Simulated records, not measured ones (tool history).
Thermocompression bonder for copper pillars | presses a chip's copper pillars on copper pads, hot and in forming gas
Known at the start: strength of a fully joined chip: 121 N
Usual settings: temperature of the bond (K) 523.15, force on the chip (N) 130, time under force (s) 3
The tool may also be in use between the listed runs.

run   hour  temperature of the bond (K)  force on the chip (N)  time under force (s)  force that shears a chip off (N)
  1      0                       523.15                    130                     3                              79.7
  2   36.1                       523.15                    130                     3                              79.2
  3   74.4                       507.15                    130                     3                              69.4
  4    112                       507.15                    130                     3                              67.8
  5  156.9                       507.15                    130                     3                              67.9
  6  179.4                       507.15                    130                     3                              68.2
     196.6  -- forming gas filter changed
  7  223.9                       523.15                    130                     3                              86.5
  8  256.6                       523.15                    130                     3                                84
  9  284.2                       523.15                    130                     3                              84.5
 10  322.9                       523.15                    130                     3                              83.2
 11  372.2                       538.15                    130                     3                              90.9
 12  416.1                       538.15                    130                     3                              91.4
 13  450.5                       523.15                    130                     4                              87.1
       455  -- heater calibrated with a thermocouple chip
 14  480.4                       503.15                    130                     3                              67.5
 15  502.7                       523.15                    130                     2                              69.7
 16  528.7                       523.15                    130                     2                              70.2
     548.1  -- heater calibrated with a thermocouple chip, once more
 17  575.4                       529.15                    130                     3                              84.9
 18    620                       529.15                    130                     3                                83
 19  668.1                       523.15                    130                     3                                81

Forecast run 20:
 20   714                       523.15                    175                     3                                 ?

Run 20 gave force that shears a chip off (N) 89.1.
Without the tool's hidden state the same run would have given force that shears a chip off (N) 97.

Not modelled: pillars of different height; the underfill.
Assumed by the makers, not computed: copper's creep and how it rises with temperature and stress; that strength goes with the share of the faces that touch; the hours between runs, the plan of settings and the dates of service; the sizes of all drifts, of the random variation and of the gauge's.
